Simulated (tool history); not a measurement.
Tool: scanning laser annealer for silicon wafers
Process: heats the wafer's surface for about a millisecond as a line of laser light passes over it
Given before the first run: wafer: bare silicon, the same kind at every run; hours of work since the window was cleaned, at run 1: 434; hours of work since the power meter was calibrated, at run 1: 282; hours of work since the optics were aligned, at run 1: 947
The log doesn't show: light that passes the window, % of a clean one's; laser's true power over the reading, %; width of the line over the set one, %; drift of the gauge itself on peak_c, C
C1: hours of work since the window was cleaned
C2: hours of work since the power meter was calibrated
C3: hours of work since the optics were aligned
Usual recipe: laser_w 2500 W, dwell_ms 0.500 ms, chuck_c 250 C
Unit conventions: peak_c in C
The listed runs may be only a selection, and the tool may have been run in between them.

Run 1, day 0.000: usual settings; C1 434; C2 282; C3 947. Result: peak_c 984 C.
Run 2, day 0.379: usual settings; C1 440; C2 288; C3 953. Result: peak_c 984 C.
Run 3, day 0.812: usual settings; C1 447; C2 295; C3 961. Result: peak_c 982 C.
Run 4, day 1.275: usual settings but dwell_ms 0.413 ms; C1 455; C2 302; C3 968. Result: peak_c 914 C.
Run 5, day 1.512: usual settings but dwell_ms 0.413 ms; C1 459; C2 306; C3 972. Result: peak_c 918 C.
Run 6, day 1.950: usual settings but dwell_ms 0.413 ms, chuck_c 280 C; C1 466; C2 313; C3 979. Result: peak_c 946 C.
At day 2.204: optics aligned, line set to its width.
Run 7, day 2.421: usual settings; C1 470; C2 318; C3 4. Result: peak_c 977 C.
Run 8, day 2.812: usual settings; C1 476; C2 324; C3 10. Result: peak_c 976 C.
At day 3.417: optics aligned, line set to its width, once more.
Run 9, day 3.417: usual settings; C1 483; C2 330; C3 0. Result: peak_c 990 C.
Run 10, day 3.662: usual settings but dwell_ms 0.491 ms; C1 487; C2 334; C3 4. Result: peak_c 984 C.
Run 11, day 4.092: usual settings but dwell_ms 0.491 ms; C1 494; C2 341; C3 11. Result: peak_c 983 C.
Run 12, day 4.467: usual settings but laser_w 2254 W, dwell_ms 0.491 ms, chuck_c 260 C; C1 500; C2 348; C3 17. Result: peak_c 911 C.
Run 13, day 4.846: usual settings but laser_w 2738 W, dwell_ms 0.491 ms, chuck_c 260 C; C1 506; C2 354; C3 23. Result: peak_c 1070 C.
Run 14, day 5.192: usual settings but laser_w 2738 W, dwell_ms 0.491 ms, chuck_c 260 C; C1 512; C2 359; C3 29. Result: peak_c 1067 C.
Run 15, day 5.525: usual settings but laser_w 2202 W, dwell_ms 0.376 ms; C1 517; C2 365; C3 34. Result: peak_c 808 C.
Run 16, day 5.979: usual settings but laser_w 2138 W, dwell_ms 0.593 ms; C1 525; C2 372; C3 42. Result: peak_c 928 C.
Run 17, day 6.354: usual settings but dwell_ms 0.529 ms, chuck_c 241 C; C1 531; C2 378; C3 48. Result: peak_c 1003 C.
Run 18, day 6.842: usual settings but laser_w 2220 W, dwell_ms 0.546 ms; C1 539; C2 386; C3 56. Result: peak_c 927 C.

Consider 5 possible next runs. They are alternatives, not a sequence: every one starts from the tool as it was left by run 18. What does each give?
Run A, day 7.258: usual settings but laser_w 2220 W, dwell_ms 0.395 ms, chuck_c 263 C; C1 545; C2 393; C3 62. Result: peak_c ?.
Run B, day 7.258: usual settings but chuck_c 259 C; C1 545; C2 393; C3 62. Result: peak_c ?.
Run C, day 7.258: usual settings but dwell_ms 0.501 ms, chuck_c 247 C; C1 545; C2 393; C3 62. Result: peak_c ?.
Run D, day 7.258: usual settings but laser_w 2220 W, dwell_ms 0.358 ms, chuck_c 287 C; C1 545; C2 393; C3 62. Result: peak_c ?.
Run E, day 7.258: usual settings but laser_w 2142 W, dwell_ms 0.363 ms, chuck_c 243 C; C1 545; C2 393; C3 62. Result: peak_c ?.

run  peak_c
  A     841
  B     997
  C     983
  D     837
  E     774
Without the tool's unlogged condition, the same runs would have read:
run  peak_c
  A     859
  B    1019
  C    1006
  D     854
  E     790
